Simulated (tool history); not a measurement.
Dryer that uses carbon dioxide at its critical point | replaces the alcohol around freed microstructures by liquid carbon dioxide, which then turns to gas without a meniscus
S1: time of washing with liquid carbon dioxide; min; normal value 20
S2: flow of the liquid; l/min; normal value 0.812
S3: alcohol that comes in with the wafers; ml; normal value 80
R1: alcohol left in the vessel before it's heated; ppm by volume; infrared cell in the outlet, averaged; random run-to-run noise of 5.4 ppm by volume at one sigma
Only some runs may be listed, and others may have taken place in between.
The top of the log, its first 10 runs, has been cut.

run 11 hour=186.5 | S1=17 S2=0.812 S3=85 | R1=455
run 12 hour=205.8 | S1=20 S2=0.542 S3=80 | R1=1072
run 13 hour=218.5 | S1=20 S2=0.542 S3=80 | R1=1093
run 14 hour=240.6 | S1=20 S2=0.542 S3=80 | R1=1112
run 15 hour=267.3 | S1=20 S2=0.954 S3=80 | R1=119
run 16 hour=294.5 | S1=20 S2=0.954 S3=80 | R1=135
run 17 hour=311.5 | S1=20 S2=0.535 S3=80 | R1=1223
run 18 hour=334.3 | S1=20 S2=0.535 S3=80 | R1=1284
run 19 hour=346.8 | S1=20 S2=0.531 S3=80 | R1=1308
run 20 hour=367.6 | S1=20 S2=0.531 S3=80 | R1=1355
run 21 hour=379.3 | S1=20 S2=0.531 S3=80 | R1=1349
run 22 hour=401.9 | S1=28 S2=0.913 S3=80 | R1=66
run 23 hour=425.0 | S1=28 S2=0.913 S3=80 | R1=66
run 24 hour=438.6 | S1=13 S2=0.812 S3=80 | R1=1532
run 25 hour=454.7 | S1=13 S2=0.812 S3=80 | R1=1567
run 26 hour=470.2 | S1=14 S2=0.812 S3=80 | R1=1266

Run 27 is up next; what results do you expect?
run 27 hour=490.3 | S1=14 S2=1.032 S3=49 | R1=?

{"run 27": {"R1": 372}}
The same run, on a tool lacking any hidden state, would have yielded R1 169 ppm by volume.
